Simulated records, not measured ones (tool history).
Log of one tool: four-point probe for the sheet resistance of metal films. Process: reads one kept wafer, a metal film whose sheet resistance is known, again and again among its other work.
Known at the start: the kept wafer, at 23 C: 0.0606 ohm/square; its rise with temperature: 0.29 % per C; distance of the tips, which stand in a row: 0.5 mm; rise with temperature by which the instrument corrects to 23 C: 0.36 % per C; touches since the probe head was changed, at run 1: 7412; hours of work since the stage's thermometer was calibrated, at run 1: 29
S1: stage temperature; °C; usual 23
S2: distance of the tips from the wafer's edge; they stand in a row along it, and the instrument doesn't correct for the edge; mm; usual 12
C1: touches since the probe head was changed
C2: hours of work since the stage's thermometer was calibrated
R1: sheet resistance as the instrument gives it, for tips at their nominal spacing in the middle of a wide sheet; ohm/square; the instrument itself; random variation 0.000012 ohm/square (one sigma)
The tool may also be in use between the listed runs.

run 1 hour=0 | S1=23 S2=12 | C1=7412 C2=29 | R1=0.060574
run 2 hour=20.8 | S1=23 S2=12 | C1=7643 C2=38 | R1=0.060608
run 3 hour=55.4 | S1=23 S2=12 | C1=8028 C2=53 | R1=0.060572
run 4 hour=87.8 | S1=23 S2=12 | C1=8387 C2=68 | R1=0.060583
run 5 hour=107.6 | S1=23 S2=12 | C1=8607 C2=76 | R1=0.060601
run 6 hour=137.3 | S1=23 S2=12 | C1=8937 C2=89 | R1=0.060592
run 7 hour=166.6 | S1=23 S2=12 | C1=9264 C2=102 | R1=0.060602
run 8 hour=204.1 | S1=23 S2=12 | C1=9680 C2=119 | R1=0.060589
run 9 hour=245.8 | S1=23 S2=12 | C1=10143 C2=138 | R1=0.060585
run 10 hour=287.2 | S1=23 S2=12 | C1=10603 C2=156 | R1=0.060587
run 11 hour=304.9 | S1=23 S2=12 | C1=10801 C2=164 | R1=0.060581
run 12 hour=332.2 | S1=23 S2=12 | C1=11104 C2=176 | R1=0.06059
run 13 hour=355.1 | S1=23 S2=12 | C1=11358 C2=186 | R1=0.060612
run 14 hour=372.7 | S1=23 S2=12 | C1=11554 C2=194 | R1=0.060573
run 15 hour=398 | S1=31 S2=12 | C1=11836 C2=205 | R1=0.060284
run 16 hour=438 | S1=31 S2=12 | C1=12280 C2=223 | R1=0.060283
run 17 hour=456.8 | S1=31 S2=12 | C1=12489 C2=231 | R1=0.060286
run 18 hour=483.3 | S1=31 S2=12 | C1=12783 C2=243 | R1=0.060277
run 19 hour=521.5 | S1=26 S2=6 | C1=13208 C2=260 | R1=0.06065
run 20 hour=553.3 | S1=26 S2=6 | C1=13561 C2=274 | R1=0.060657
run 21 hour=582.1 | S1=28 S2=9 | C1=13881 C2=287 | R1=0.060432
run 22 hour=615 | S1=28 S2=27 | C1=14247 C2=301 | R1=0.060361
run 23 hour=653.5 | S1=28 S2=27 | C1=14674 C2=318 | R1=0.06035
run 24 hour=695.9 | S1=28 S2=27 | C1=15146 C2=337 | R1=0.060347
run 25 hour=719.3 | S1=28 S2=27 | C1=15405 C2=347 | R1=0.060365
run 26 hour=747.8 | S1=34 S2=5 | C1=15723 C2=360 | R1=0.060432
run 27 hour=777.3 | S1=22 S2=46 | C1=16050 C2=373 | R1=0.060592
run 28 hour=811.9 | S1=24 S2=18 | C1=16435 C2=388 | R1=0.060557
run 29 hour=834.2 | S1=29 S2=18 | C1=16683 C2=398 | R1=0.060337
run 30 hour=856.8 | S1=29 S2=18 | C1=16935 C2=408 | R1=0.060357
run 31 hour=893.2 | S1=32 S2=36 | C1=17338 C2=424 | R1=0.060198
run 32 hour=914.3 | S1=32 S2=36 | C1=17573 C2=434 | R1=0.060193
run 33 hour=938.6 | S1=32 S2=36 | C1=17843 C2=444 | R1=0.060203
run 34 hour=962.5 | S1=32 S2=36 | C1=18108 C2=455 | R1=0.060218
run 35 hour=996.1 | S1=32 S2=36 | C1=18483 C2=470 | R1=0.060203
run 36 hour=1020.5 | S1=32 S2=36 | C1=18753 C2=481 | R1=0.060186

Forecast each of these 3 alternatives for the next run:
run A hour=1037.9 | S1=23 S2=8 | C1=18947 C2=488 | R1=?
run B hour=1037.9 | S1=24 S2=74 | C1=18947 C2=488 | R1=?
run C hour=1037.9 | S1=21 S2=14 | C1=18947 C2=488 | R1=?

run=A R1=0.060723
run=B R1=0.060509
run=C R1=0.060688
Without the tool's hidden state the same runs would have given:
run=A R1=0.060755
run=B R1=0.060541
run=C R1=0.06072
